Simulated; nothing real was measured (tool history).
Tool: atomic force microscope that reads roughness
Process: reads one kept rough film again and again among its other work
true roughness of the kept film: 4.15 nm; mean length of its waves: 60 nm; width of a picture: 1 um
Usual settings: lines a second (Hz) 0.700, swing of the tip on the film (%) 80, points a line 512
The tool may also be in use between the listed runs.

run,hour,lines a second (Hz),swing of the tip on the film (%),points a line,roughness of the kept film (nm (root mean square))
1,0.0,0.700,80,512,3.708
2,5.2,0.700,80,512,3.695
3,10.2,0.700,80,512,3.658
4,15.5,0.700,85,512,3.622
5,21.5,0.700,85,512,3.635
6,26.9,0.700,85,512,3.606
7,36.5,0.700,80,512,3.696
8,44.1,0.700,80,512,3.685
9,53.7,0.884,80,512,3.638
10,62.8,0.700,68,512,3.821
11,70.8,0.700,80,512,3.687
12,78.3,0.700,70,512,3.788
13,88.9,0.700,70,512,3.794
14,95.5,0.700,67,512,3.812
# hour 102.2: new tip fitted
15,104.2,0.700,80,512,3.681
16,111.8,0.700,80,512,3.696
17,121.7,0.700,80,512,3.697
18,127.6,0.700,80,512,3.628
19,136.5,0.700,80,466,3.717
20,146.7,0.765,80,512,3.668
21,154.2,0.700,80,808,3.701
22,160.1,0.700,80,808,3.706
23,166.1,0.700,80,808,3.676
24,174.6,0.700,80,808,3.668
25,181.4,3.498,79,881,2.908
26,189.4,0.693,77,752,3.712
27,194.3,1.006,63,298,3.794
28,205.1,1.006,63,298,3.773
29,216.0,1.006,63,298,3.806
30,223.9,0.914,63,559,3.823
31,229.7,0.914,63,559,3.804
32,234.7,0.914,63,559,3.811
33,239.4,0.914,63,559,3.813
34,249.5,1.218,86,904,3.358
# hour 253.4: new tip fitted
35,261.1,1.681,80,301,3.355
36,270.9,0.623,88,934,3.611
37,277.9,0.623,88,934,3.613
38,283.1,0.731,86,822,3.583
39,294.3,0.985,87,512,3.462
40,303.7,0.985,87,512,3.442
41,309.6,0.985,87,512,3.477
42,320.6,0.981,71,371,3.738
43,331.2,0.988,58,685,3.865
44,342.1,0.884,61,401,3.804
45,346.8,0.884,61,401,3.825
46,354.2,0.884,61,401,3.835

Some steps in roughness of the kept film (nm (root mean square)) between neighbouring runs. How much of each would the tool show without its hidden state too (settings, what came in, random variation), and how much is left for the hidden state, with any gauge scatter that isn't in both results?
The hidden state here: radius of the tip, nm; height scale over the true one, %; drift of the gauge itself on roughness_nm, %.
Run 14 -> 15: swing of the tip on the film (%) 67 -> 80, new tip fitted. roughness of the kept film (nm (root mean square)) -0.131: hidden state +0.017, all else -0.148.
Run 24 -> 25: lines a second (Hz) 0.700 -> 3.498, swing of the tip on the film (%) 80 -> 79, points a line 808 -> 881. roughness of the kept film (nm (root mean square)) -0.760: hidden state +0.002, all else -0.762.
Run 25 -> 26: lines a second (Hz) 3.498 -> 0.693, swing of the tip on the film (%) 79 -> 77, points a line 881 -> 752. roughness of the kept film (nm (root mean square)) +0.804: hidden state -0.004, all else +0.808.
Run 33 -> 34: lines a second (Hz) 0.914 -> 1.218, swing of the tip on the film (%) 63 -> 86, points a line 559 -> 904. roughness of the kept film (nm (root mean square)) -0.455: hidden state +0.001, all else -0.456.
Run 34 -> 35: lines a second (Hz) 1.218 -> 1.681, swing of the tip on the film (%) 86 -> 80, points a line 904 -> 301, new tip fitted. roughness of the kept film (nm (root mean square)) -0.003: hidden state +0.014, all else -0.017.

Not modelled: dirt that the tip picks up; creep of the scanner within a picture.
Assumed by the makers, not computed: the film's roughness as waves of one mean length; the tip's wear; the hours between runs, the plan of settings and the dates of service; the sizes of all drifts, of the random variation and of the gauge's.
